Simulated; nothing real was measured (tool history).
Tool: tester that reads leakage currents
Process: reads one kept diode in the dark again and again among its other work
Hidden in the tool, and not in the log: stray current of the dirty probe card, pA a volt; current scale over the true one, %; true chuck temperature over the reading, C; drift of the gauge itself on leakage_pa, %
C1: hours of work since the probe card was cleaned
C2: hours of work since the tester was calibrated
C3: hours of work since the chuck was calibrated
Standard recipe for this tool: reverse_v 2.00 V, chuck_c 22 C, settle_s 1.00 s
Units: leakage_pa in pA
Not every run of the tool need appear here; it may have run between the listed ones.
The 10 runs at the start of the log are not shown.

Run 11, hour 842.6: usual settings; C1 726; C2 155; C3 104. Result: leakage_pa 59.30 pA.
Run 12, hour 948.5: usual settings; C1 808; C2 237; C3 186. Result: leakage_pa 58.95 pA.
Run 13, hour 1018.6: usual settings; C1 862; C2 291; C3 240. Result: leakage_pa 58.34 pA.
At hour 1044.5: tester calibrated, once more.
Run 14, hour 1137.4: usual settings; C1 952; C2 72; C3 330. Result: leakage_pa 57.11 pA.
Run 15, hour 1247.4: usual settings but chuck_c 31 C; C1 1037; C2 157; C3 415. Result: leakage_pa 128.65 pA.
Run 16, hour 1337.3: usual settings; C1 1106; C2 226; C3 485. Result: leakage_pa 56.36 pA.
Run 17, hour 1445.9: usual settings but reverse_v 8.70 V, chuck_c 28 C, settle_s 0.47 s; C1 1190; C2 310; C3 569. Result: leakage_pa 221.17 pA.
Run 18, hour 1548.3: usual settings but reverse_v 8.75 V, chuck_c 28 C; C1 1270; C2 389; C3 648. Result: leakage_pa 218.36 pA.
Run 19, hour 1652.1: usual settings but reverse_v 8.75 V, chuck_c 28 C; C1 1350; C2 470; C3 728. Result: leakage_pa 215.49 pA.
Run 20, hour 1764.4: usual settings but reverse_v 7.51 V, chuck_c 51 C, settle_s 0.93 s; C1 1437; C2 556; C3 815. Result: leakage_pa 1376.37 pA.
Run 21, hour 1870.7: usual settings but reverse_v 2.99 V, chuck_c 49 C; C1 1519; C2 638; C3 897. Result: leakage_pa 703.90 pA.
Run 22, hour 1988.3: usual settings but reverse_v 3.34 V, chuck_c 45 C; C1 1610; C2 729; C3 988. Result: leakage_pa 534.17 pA.
Run 23, hour 2055.8: usual settings but reverse_v 3.19 V, chuck_c 25 C, settle_s 1.73 s; C1 1662; C2 782; C3 1040. Result: leakage_pa 90.96 pA.
Run 24, hour 2111.8: usual settings but reverse_v 3.34 V, chuck_c 28 C; C1 1705; C2 825; C3 1083. Result: leakage_pa 121.66 pA.
Run 25, hour 2167.8: usual settings but chuck_c 43 C; C1 1748; C2 868; C3 1127. Result: leakage_pa 339.90 pA.
Run 26, hour 2248.2: usual settings but chuck_c 43 C; C1 1810; C2 930; C3 1189. Result: leakage_pa 335.54 pA.
Run 27, hour 2342.6: usual settings but reverse_v 2.38 V, chuck_c 43 C, settle_s 0.32 s; C1 1883; C2 1003; C3 1262. Result: leakage_pa 366.62 pA.
Run 28, hour 2417.0: usual settings but chuck_c 32 C, settle_s 2.50 s; C1 1941; C2 1061; C3 1319. Result: leakage_pa 127.34 pA.
Run 29, hour 2489.6: usual settings but settle_s 0.46 s; C1 1997; C2 1117; C3 1375. Result: leakage_pa 52.57 pA.
At hour 2549.5: chuck's temperature calibrated.
Run 30, hour 2567.0: usual settings but reverse_v 4.18 V, settle_s 0.31 s; C1 2055; C2 1175; C3 14. Result: leakage_pa 97.88 pA.
Run 31, hour 2627.4: usual settings but chuck_c 39 C; C1 2102; C2 1222; C3 60. Result: leakage_pa 276.82 pA.

Branching from run 31: 3 alternative next runs. What would each branch give?
Run A, hour 2721.0: usual settings but reverse_v 16.60 V, settle_s 0.51 s; C1 2174; C2 1294; C3 133. Result: leakage_pa ?.
Run B, hour 2721.0: usual settings but reverse_v 1.06 V, chuck_c 33 C, settle_s 2.70 s; C1 2174; C2 1294; C3 133. Result: leakage_pa ?.
Run C, hour 2721.0: usual settings but reverse_v 1.04 V, chuck_c 39 C; C1 2174; C2 1294; C3 133. Result: leakage_pa ?.

run  leakage_pa
  A      218.98
  B      116.01
  C      193.82
Without the tool's hidden state the same runs would have given:
run  leakage_pa
  A      189.50
  B      114.13
  C      191.89

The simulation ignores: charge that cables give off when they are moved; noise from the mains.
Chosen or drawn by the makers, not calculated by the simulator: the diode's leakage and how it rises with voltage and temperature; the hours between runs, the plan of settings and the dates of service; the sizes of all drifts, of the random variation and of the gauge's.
